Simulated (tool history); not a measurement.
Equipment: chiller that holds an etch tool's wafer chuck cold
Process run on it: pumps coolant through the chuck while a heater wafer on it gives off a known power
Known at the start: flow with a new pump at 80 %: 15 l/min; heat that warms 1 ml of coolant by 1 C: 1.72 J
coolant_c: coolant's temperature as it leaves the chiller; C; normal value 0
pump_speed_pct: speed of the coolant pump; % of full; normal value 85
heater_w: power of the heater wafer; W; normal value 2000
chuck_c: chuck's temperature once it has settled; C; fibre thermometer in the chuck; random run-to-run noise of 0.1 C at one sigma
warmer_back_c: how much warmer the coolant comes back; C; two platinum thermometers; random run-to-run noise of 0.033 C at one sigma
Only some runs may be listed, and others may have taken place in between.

run 1 hour=0 | coolant_c=0 pump_speed_pct=85 heater_w=2000 | chuck_c=23.6 warmer_back_c=4.35
run 2 hour=88.2 | coolant_c=0 pump_speed_pct=85 heater_w=2000 | chuck_c=24 warmer_back_c=4.42
run 3 hour=167.9 | coolant_c=0 pump_speed_pct=85 heater_w=2000 | chuck_c=23.9 warmer_back_c=4.39
run 4 hour=252 | coolant_c=0 pump_speed_pct=64 heater_w=2000 | chuck_c=28.3 warmer_back_c=5.86
run 5 hour=342.9 | coolant_c=0 pump_speed_pct=67 heater_w=2000 | chuck_c=27.5 warmer_back_c=5.53
run 6 hour=488.4 | coolant_c=0 pump_speed_pct=85 heater_w=2000 | chuck_c=24.1 warmer_back_c=4.36
run 7 hour=617 | coolant_c=0 pump_speed_pct=91 heater_w=2000 | chuck_c=23.2 warmer_back_c=4.17
run 8 hour=763 | coolant_c=0 pump_speed_pct=91 heater_w=2000 | chuck_c=23.4 warmer_back_c=4.09
run 9 hour=851.1 | coolant_c=0 pump_speed_pct=85 heater_w=2000 | chuck_c=24.3 warmer_back_c=4.46
run 10 hour=934.2 | coolant_c=-8 pump_speed_pct=85 heater_w=2000 | chuck_c=16.4 warmer_back_c=4.48
run 11 hour=1068.4 | coolant_c=-8 pump_speed_pct=85 heater_w=2000 | chuck_c=16.5 warmer_back_c=4.42
-- hour=1083.6 coolant pump overhauled
run 12 hour=1178 | coolant_c=0 pump_speed_pct=85 heater_w=1896 | chuck_c=23.2 warmer_back_c=4.23

Expected results for the next run?
run 13 hour=1340.2 | coolant_c=3 pump_speed_pct=72 heater_w=2683 | chuck_c=? warmer_back_c=?

{"run 13": {"chuck_c": 39.5, "warmer_back_c": 7.07}}
Were there no unlogged condition in the tool, this run, its random variation unchanged, would have produced chuck_c 34.3 C, warmer_back_c 6.93 C.
